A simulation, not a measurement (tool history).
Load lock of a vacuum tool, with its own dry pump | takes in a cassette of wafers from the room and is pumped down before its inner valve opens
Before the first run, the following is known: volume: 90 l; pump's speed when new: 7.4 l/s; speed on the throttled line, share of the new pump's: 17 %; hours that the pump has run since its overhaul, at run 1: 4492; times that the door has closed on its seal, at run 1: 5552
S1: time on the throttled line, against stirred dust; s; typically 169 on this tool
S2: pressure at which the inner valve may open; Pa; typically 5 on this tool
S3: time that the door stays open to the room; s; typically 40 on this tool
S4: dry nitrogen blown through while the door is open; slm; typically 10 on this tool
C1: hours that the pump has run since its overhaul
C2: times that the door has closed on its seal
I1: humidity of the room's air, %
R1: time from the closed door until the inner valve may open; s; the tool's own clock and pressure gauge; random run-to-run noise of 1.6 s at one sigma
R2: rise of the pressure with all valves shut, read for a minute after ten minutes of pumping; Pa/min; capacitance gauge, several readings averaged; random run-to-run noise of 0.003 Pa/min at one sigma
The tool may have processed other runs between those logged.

run	hour	S1	S2	S3	S4	C1	C2	I1	R1	R2
1	0.0	169	5	40	10	4492	5552	46.6	269.8	0.029
2	123.3	169	5	40	10	4616	6029	44.9	269.8	0.027
3	231.9	189	5	40	10	4724	6449	42.3	289.9	0.032
4	302.1	169	5	40	10	4795	6721	46.9	270.3	0.026
5	400.9	169	5	81	10	4893	7103	45.9	267.2	0.042
6	473.3	169	5	81	10	4966	7383	43.5	268.1	0.042
7	534.9	169	7	40	10	5027	7622	46.3	266.3	0.035
8	605.1	169	5	77	10	5098	7894	43.6	271.3	0.044
9	699.1	169	5	77	10	5192	8257	42.1	272.0	0.045
10	788.4	169	5	40	10	5281	8603	45.6	269.7	0.043
11	908.4	169	7	40	10	5401	9067	45.0	266.7	0.040
12	995.4	169	5	40	10	5488	9404	46.4	271.8	0.043
13	1079.5	169	5	40	10	5572	9729	42.6	271.9	0.045
14	1151.6	169	5	40	10	5644	10008	48.8	271.0	0.041
15	1284.1	169	5	40	10	5777	10521	41.2	270.2	0.043
16	1392.3	169	5	92	10	5885	10940	51.0	272.2	0.060
17	1463.5	169	5	92	10	5956	11215	42.0	269.0	0.060
18	1537.2	169	5	92	10	6030	11500	43.7	272.4	0.060
19	1633.2	169	5	92	10	6126	11871	44.8	271.6	0.059
20	1758.0	216	5	92	10	6250	12354	42.1	312.1	0.065
21	1873.7	171	5	96	38	6366	12802	45.4	272.7	0.052
22	1932.5	245	5	41	38	6425	13030	40.4	335.4	0.056
23	2046.2	275	5	41	37	6539	13469	44.8	357.2	0.050
24	2165.3	275	5	41	37	6658	13930	46.9	359.1	0.054
25	2263.8	272	5	41	37	6756	14312	45.1	354.3	0.056
26	2396.5	272	5	93	37	6889	14825	45.5	357.2	0.057
27	2454.1	272	5	93	37	6947	15048	39.6	357.8	0.065
28	2541.3	272	5	93	37	7034	15385	45.3	355.3	0.066
29	2661.9	84	5	40	8	7154	15852	41.2	203.9	0.073

Run 30 is up next; what results do you expect?
30	2779.2	84	5	40	41	7272	16306	45.0	?	?

R1: 204.6 s
R2: 0.069 Pa/min
The same run, on a tool lacking any hidden state, would have yielded R1 194.4 s, R2 0.009 Pa/min.

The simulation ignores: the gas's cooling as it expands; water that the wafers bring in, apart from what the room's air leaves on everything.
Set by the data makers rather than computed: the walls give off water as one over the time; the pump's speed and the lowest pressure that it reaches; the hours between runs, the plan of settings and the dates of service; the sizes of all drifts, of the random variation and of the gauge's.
